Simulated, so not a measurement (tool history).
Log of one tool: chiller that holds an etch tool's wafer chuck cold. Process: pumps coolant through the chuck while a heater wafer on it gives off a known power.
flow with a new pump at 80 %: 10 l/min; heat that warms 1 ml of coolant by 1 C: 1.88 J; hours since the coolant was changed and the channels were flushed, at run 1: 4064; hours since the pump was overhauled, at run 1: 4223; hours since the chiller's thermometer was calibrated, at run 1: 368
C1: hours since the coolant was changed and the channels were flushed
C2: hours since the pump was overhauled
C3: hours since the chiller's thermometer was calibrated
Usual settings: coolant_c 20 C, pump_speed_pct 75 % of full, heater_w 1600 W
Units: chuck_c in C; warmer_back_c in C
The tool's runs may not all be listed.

{"run": 1, "day": 0.0, "coolant_c": 20, "pump_speed_pct": 75, "heater_w": 1600, "C1": 4064, "C2": 4223, "C3": 368, "chuck_c": 31.8, "warmer_back_c": 5.47}
{"run": 2, "day": 1.975, "coolant_c": 20, "pump_speed_pct": 75, "heater_w": 1600, "C1": 4111, "C2": 4270, "C3": 415, "chuck_c": 31.7, "warmer_back_c": 5.53}
{"run": 3, "day": 3.721, "coolant_c": 20, "pump_speed_pct": 66, "heater_w": 1600, "C1": 4153, "C2": 4312, "C3": 457, "chuck_c": 33.2, "warmer_back_c": 6.26}
{"run": 4, "day": 6.279, "coolant_c": 20, "pump_speed_pct": 75, "heater_w": 1872, "C1": 4214, "C2": 4374, "C3": 518, "chuck_c": 34.0, "warmer_back_c": 6.39}
{"run": 5, "day": 8.588, "coolant_c": 18, "pump_speed_pct": 75, "heater_w": 1600, "C1": 4270, "C2": 4429, "C3": 574, "chuck_c": 29.7, "warmer_back_c": 5.54}
{"run": 6, "day": 12.025, "coolant_c": 18, "pump_speed_pct": 75, "heater_w": 1600, "C1": 4352, "C2": 4512, "C3": 656, "chuck_c": 29.7, "warmer_back_c": 5.51}
{"run": 7, "day": 15.638, "coolant_c": 18, "pump_speed_pct": 75, "heater_w": 1600, "C1": 4439, "C2": 4598, "C3": 743, "chuck_c": 29.9, "warmer_back_c": 5.56}
{"run": 8, "day": 19.538, "coolant_c": 20, "pump_speed_pct": 75, "heater_w": 1600, "C1": 4532, "C2": 4692, "C3": 837, "chuck_c": 31.8, "warmer_back_c": 5.56}
{"run": 9, "day": 22.05, "coolant_c": 20, "pump_speed_pct": 87, "heater_w": 1600, "C1": 4593, "C2": 4752, "C3": 897, "chuck_c": 30.3, "warmer_back_c": 4.81}
{"run": 10, "day": 24.029, "coolant_c": 20, "pump_speed_pct": 75, "heater_w": 2142, "C1": 4640, "C2": 4800, "C3": 944, "chuck_c": 35.9, "warmer_back_c": 7.47}
{"run": 11, "day": 26.588, "coolant_c": 20, "pump_speed_pct": 75, "heater_w": 2142, "C1": 4702, "C2": 4861, "C3": 1006, "chuck_c": 35.7, "warmer_back_c": 7.44}
{"run": 12, "day": 29.704, "coolant_c": 12, "pump_speed_pct": 75, "heater_w": 2142, "C1": 4776, "C2": 4936, "C3": 1080, "chuck_c": 27.8, "warmer_back_c": 7.53}
{"run": 13, "day": 33.175, "coolant_c": 12, "pump_speed_pct": 75, "heater_w": 2142, "C1": 4860, "C2": 5019, "C3": 1164, "chuck_c": 27.9, "warmer_back_c": 7.51}
{"run": 14, "day": 36.642, "coolant_c": 12, "pump_speed_pct": 75, "heater_w": 2142, "C1": 4943, "C2": 5102, "C3": 1247, "chuck_c": 27.8, "warmer_back_c": 7.49}
{"run": 15, "day": 40.304, "coolant_c": 12, "pump_speed_pct": 95, "heater_w": 2142, "C1": 5031, "C2": 5190, "C3": 1335, "chuck_c": 24.6, "warmer_back_c": 5.95}
{"run": 16, "day": 44.038, "coolant_c": 12, "pump_speed_pct": 95, "heater_w": 2142, "C1": 5120, "C2": 5280, "C3": 1425, "chuck_c": 24.8, "warmer_back_c": 5.91}
{"run": 17, "day": 47.879, "coolant_c": 12, "pump_speed_pct": 95, "heater_w": 2142, "C1": 5213, "C2": 5372, "C3": 1517, "chuck_c": 24.5, "warmer_back_c": 5.92}
{"run": 18, "day": 50.117, "coolant_c": 12, "pump_speed_pct": 88, "heater_w": 1314, "C1": 5266, "C2": 5426, "C3": 1570, "chuck_c": 20.4, "warmer_back_c": 4.04}
{"run": 19, "day": 54.325, "coolant_c": 12, "pump_speed_pct": 88, "heater_w": 1314, "C1": 5367, "C2": 5527, "C3": 1671, "chuck_c": 20.5, "warmer_back_c": 4.12}
{"run": 20, "day": 58.075, "coolant_c": 27, "pump_speed_pct": 61, "heater_w": 1744, "C1": 5457, "C2": 5617, "C3": 1761, "chuck_c": 42.7, "warmer_back_c": 7.71}
{"run": 21, "day": 61.746, "coolant_c": 20, "pump_speed_pct": 94, "heater_w": 1600, "C1": 5545, "C2": 5705, "C3": 1850, "chuck_c": 29.5, "warmer_back_c": 4.74}
{"run": 22, "day": 65.917, "coolant_c": 20, "pump_speed_pct": 95, "heater_w": 1600, "C1": 5646, "C2": 5805, "C3": 1950, "chuck_c": 29.6, "warmer_back_c": 4.65}
{"run": 23, "day": 68.2, "coolant_c": 20, "pump_speed_pct": 95, "heater_w": 1600, "C1": 5700, "C2": 5860, "C3": 2004, "chuck_c": 29.5, "warmer_back_c": 4.67}
{"day": 70.108, "done": "gauge calibrated"}
{"run": 24, "day": 72.162, "coolant_c": 20, "pump_speed_pct": 97, "heater_w": 1600, "C1": 5795, "C2": 5955, "C3": 2099, "chuck_c": 29.1, "warmer_back_c": 4.13}
{"run": 25, "day": 75.279, "coolant_c": 20, "pump_speed_pct": 97, "heater_w": 851, "C1": 5870, "C2": 6030, "C3": 2174, "chuck_c": 25.0, "warmer_back_c": 2.27}
{"run": 26, "day": 77.333, "coolant_c": 20, "pump_speed_pct": 99, "heater_w": 827, "C1": 5920, "C2": 6079, "C3": 2224, "chuck_c": 24.7, "warmer_back_c": 2.09}
{"run": 27, "day": 81.442, "coolant_c": 20, "pump_speed_pct": 79, "heater_w": 827, "C1": 6018, "C2": 6178, "C3": 2322, "chuck_c": 25.8, "warmer_back_c": 2.74}
{"run": 28, "day": 85.738, "coolant_c": 20, "pump_speed_pct": 76, "heater_w": 827, "C1": 6121, "C2": 6281, "C3": 2425, "chuck_c": 26.1, "warmer_back_c": 2.86}
{"run": 29, "day": 90.033, "coolant_c": 20, "pump_speed_pct": 76, "heater_w": 827, "C1": 6224, "C2": 6384, "C3": 2528, "chuck_c": 26.0, "warmer_back_c": 2.9}
{"run": 30, "day": 91.958, "coolant_c": 26, "pump_speed_pct": 72, "heater_w": 1026, "C1": 6271, "C2": 6430, "C3": 2575, "chuck_c": 33.8, "warmer_back_c": 3.75}
{"run": 31, "day": 95.683, "coolant_c": 18, "pump_speed_pct": 97, "heater_w": 1319, "C1": 6360, "C2": 6519, "C3": 2664, "chuck_c": 25.6, "warmer_back_c": 3.57}
{"run": 32, "day": 99.829, "coolant_c": 20, "pump_speed_pct": 72, "heater_w": 1600, "C1": 6459, "C2": 6619, "C3": 2763, "chuck_c": 32.3, "warmer_back_c": 5.87}
{"day": 102.721, "done": "coolant pump overhauled"}
{"run": 33, "day": 103.121, "coolant_c": 26, "pump_speed_pct": 79, "heater_w": 1561, "C1": 6533, "C2": 10, "C3": 2838, "chuck_c": 37.1, "warmer_back_c": 5.22}

How the hidden state differs across the entries between the runs, from the last listed run before each to the first after it:
Between runs 23 and 24: gauge calibrated (day 70.108)
  drift of the gauge itself on warmer_back_c, C: 0.39 -> 0.01
  measured less the result without the state, warmer_back_c: +0.39 -> +0.02 C
Between runs 32 and 33: coolant pump overhauled (day 102.721)
  flow at a given pump speed, % of a new pump's: 99.9 -> 100; drift of the gauge itself on warmer_back_c, C: 0.17 -> 0.19
  measured less the result without the state, warmer_back_c: +0.18 -> +0.19 C
